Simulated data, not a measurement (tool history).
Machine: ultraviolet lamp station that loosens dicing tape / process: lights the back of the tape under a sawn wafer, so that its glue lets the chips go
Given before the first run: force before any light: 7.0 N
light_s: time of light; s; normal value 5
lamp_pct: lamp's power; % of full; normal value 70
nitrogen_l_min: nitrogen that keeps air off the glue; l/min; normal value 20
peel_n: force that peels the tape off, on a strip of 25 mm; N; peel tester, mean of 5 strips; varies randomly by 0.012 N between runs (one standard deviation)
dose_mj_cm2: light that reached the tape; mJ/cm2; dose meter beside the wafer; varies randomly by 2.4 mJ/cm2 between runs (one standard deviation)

run     day  light_s  lamp_pct  nitrogen_l_min  peel_n  dose_mj_cm2
  1   0.000        5        70              20   0.575          263
  2   0.408        5        70              20   0.564          274
  3   0.788        8        70              20   0.243          429
  4   1.154        8        70              20   0.235          427
  5   1.371        7        70              20   0.293          379
  6   1.579        7        70              20   0.295          372
  7   1.925        5        70              20   0.541          269
  8   2.300        5        97              20   0.299          371
  9   2.696        5        97              20   0.285          373
 10   3.054        5        97              20   0.299          369
 11   3.429        5        70              20   0.587          269
 12   3.904        5        70              20   0.559          265
 13   4.288        5        70              20   0.569          268
 14   4.579        3        70              20   1.418          160
 15   4.904        3        70              20   1.431          162
 16   5.325        5        67              20   0.594          256
 17   5.579        5        74              20   0.511          281
 18   5.950        5        70              20   0.560          273
 19   6.396        5        70              20   0.545          264
 20   6.833        5        70              20   0.555          266
 21   7.283        5        70              20   0.555          263
 22   7.721        3        83               9   1.568          193
 23   8.183        3        73              11   1.715          166
 24   8.662        4        66              11   1.294          203
 25   8.883        4        66              11   1.295          200
 26   9.146       10        78               7   0.249          599
 27   9.596       10        78               7   0.250          593
 28  10.033        3        81              15   1.292          187
 29  10.483        5        66              34   0.476          254
 30  10.779        5        66              34   0.478          250
 31  11.162        2        62              15   2.820           95
 32  11.612        2        74              22   2.119          114
 33  12.054        2        61              26   2.474           87
 34  12.379        2        61              26   2.526           94
 35  12.717        2        61              26   2.518           93
 36  13.017       10        70              20   0.190          535
 37  13.292        6        90              20   0.260          411
 38  13.554        6        90              20   0.244          414
 39  13.833        5        69              13   0.776          261

The log once held 1 entry between its listed runs, left out of this copy. Where does each go, and what is different about the tool's unlogged condition between the listed run before it and the listed run after it?
In the gap between runs 21 and 22: window cleaned of glue's vapour (day 7.562)
  light that the window lets through, % of a clean one's: 99.8 -> 100
